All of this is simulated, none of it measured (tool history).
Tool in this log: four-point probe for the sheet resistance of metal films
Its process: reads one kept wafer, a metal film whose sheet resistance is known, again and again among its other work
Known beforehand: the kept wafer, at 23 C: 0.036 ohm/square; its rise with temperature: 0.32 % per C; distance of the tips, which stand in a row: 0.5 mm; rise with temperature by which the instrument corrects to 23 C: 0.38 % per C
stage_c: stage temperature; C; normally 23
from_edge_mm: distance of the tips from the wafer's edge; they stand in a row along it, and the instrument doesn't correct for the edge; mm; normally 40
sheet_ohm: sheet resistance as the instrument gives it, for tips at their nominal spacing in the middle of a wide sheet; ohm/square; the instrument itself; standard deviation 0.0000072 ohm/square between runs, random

run 1 hour=0.0 | stage_c=23 from_edge_mm=40 | sheet_ohm=0.036087
run 2 hour=85.7 | stage_c=23 from_edge_mm=40 | sheet_ohm=0.036077
run 3 hour=194.3 | stage_c=23 from_edge_mm=40 | sheet_ohm=0.036082
run 4 hour=249.3 | stage_c=23 from_edge_mm=40 | sheet_ohm=0.036082
run 5 hour=303.8 | stage_c=23 from_edge_mm=40 | sheet_ohm=0.036068
run 6 hour=414.2 | stage_c=23 from_edge_mm=13 | sheet_ohm=0.036114
run 7 hour=479.7 | stage_c=23 from_edge_mm=13 | sheet_ohm=0.036115
run 8 hour=541.8 | stage_c=23 from_edge_mm=40 | sheet_ohm=0.036069
run 9 hour=620.0 | stage_c=23 from_edge_mm=40 | sheet_ohm=0.036078
run 10 hour=733.4 | stage_c=23 from_edge_mm=40 | sheet_ohm=0.036093
run 11 hour=827.8 | stage_c=19 from_edge_mm=40 | sheet_ohm=0.036162
run 12 hour=875.4 | stage_c=23 from_edge_mm=40 | sheet_ohm=0.036062
run 13 hour=949.5 | stage_c=23 from_edge_mm=4 | sheet_ohm=0.036371
run 14 hour=1020.5 | stage_c=23 from_edge_mm=4 | sheet_ohm=0.036374
run 15 hour=1082.4 | stage_c=23 from_edge_mm=4 | sheet_ohm=0.036367
run 16 hour=1152.7 | stage_c=22 from_edge_mm=44 | sheet_ohm=0.036089
run 17 hour=1233.8 | stage_c=25 from_edge_mm=40 | sheet_ohm=0.036042
run 18 hour=1291.7 | stage_c=19 from_edge_mm=68 | sheet_ohm=0.036157
run 19 hour=1386.3 | stage_c=19 from_edge_mm=68 | sheet_ohm=0.036161
run 20 hour=1477.0 | stage_c=19 from_edge_mm=68 | sheet_ohm=0.036160
run 21 hour=1586.0 | stage_c=23 from_edge_mm=12 | sheet_ohm=0.036108
run 22 hour=1687.5 | stage_c=23 from_edge_mm=12 | sheet_ohm=0.036105

Estimate the outcome of run 23 from the log above:
run 23 hour=1770.6 | stage_c=21 from_edge_mm=60 | sheet_ohm=?

sheet_ohm: 0.036123 ohm/square
Without the tool's hidden state the same run would have given sheet_ohm 0.036047 ohm/square.

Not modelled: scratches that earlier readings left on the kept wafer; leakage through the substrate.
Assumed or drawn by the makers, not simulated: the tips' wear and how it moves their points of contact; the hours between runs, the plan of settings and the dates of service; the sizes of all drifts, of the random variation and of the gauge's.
